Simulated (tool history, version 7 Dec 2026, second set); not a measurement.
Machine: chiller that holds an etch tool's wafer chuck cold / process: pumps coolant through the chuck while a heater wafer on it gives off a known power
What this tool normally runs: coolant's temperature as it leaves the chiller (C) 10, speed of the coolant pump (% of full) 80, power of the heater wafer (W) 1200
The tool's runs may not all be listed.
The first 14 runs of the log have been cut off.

run	hour	coolant's temperature as it leaves the chiller (C)	speed of the coolant pump (% of full)	power of the heater wafer (W)	hours since the coolant was changed and the channels were flushed	hours since the pump was overhauled	hours since the chiller's thermometer was calibrated	chuck's temperature once it has settled (C)	how much warmer the coolant comes back (C)
15	524.3	6	80	1200	598	1744	2246	20.7	3.73
16	549.6	6	80	1200	623	1769	2272	20.8	3.76
17	591.5	10	80	1200	665	1811	2313	24.8	3.71
18	618.4	9	100	1338	692	1838	2340	22.5	3.29
19	656.4	17	67	1338	730	1876	2378	36.6	5.08
20	698.7	17	66	1389	772	1918	2421	37.4	5.34
21	745.9	17	66	1389	820	1965	2468	37.5	5.36
22	776.1	17	66	1389	850	1995	2498	37.5	5.37
23	812.4	10	80	784	886	2032	2534	19.6	2.47
24	850.2	15	80	1010	924	2070	2572	27.6	3.14
# hour 883.7: chiller's thermometer calibrated
25	887.8	15	80	1010	960	2106	4	28.0	3.14
26	936.9	12	86	1010	1010	2155	53	24.1	2.89
27	959.6	12	86	1010	1032	2178	76	24.2	2.92
28	997.8	12	86	1010	1070	2216	114	24.2	2.95
29	1027.4	2	71	857	1100	2246	144	14.2	3.05
30	1073.7	9	92	668	1146	2292	190	16.5	1.79
31	1103.4	7	70	1050	1176	2322	220	22.4	3.82
32	1131.3	8	63	1608	1204	2350	248	33.6	6.56
33	1178.2	8	63	639	1251	2397	295	18.1	2.59

3 options for the next run, each taken on its own from the tool as it stands now. Forecast them:
A	1222.4	9	70	708	1295	2441	339	?	?
B	1222.4	8	100	1609	1295	2441	339	?	?
C	1222.4	17	90	1265	1295	2441	339	?	?

run	chuck's temperature once it has settled (C)	how much warmer the coolant comes back (C)
A	19.4	2.58
B	25.1	3.93
C	31.8	3.49
Without the tool's hidden state the same runs would have given:
run	chuck's temperature once it has settled (C)	how much warmer the coolant comes back (C)
A	18.9	2.50
B	24.3	3.81
C	31.1	3.38

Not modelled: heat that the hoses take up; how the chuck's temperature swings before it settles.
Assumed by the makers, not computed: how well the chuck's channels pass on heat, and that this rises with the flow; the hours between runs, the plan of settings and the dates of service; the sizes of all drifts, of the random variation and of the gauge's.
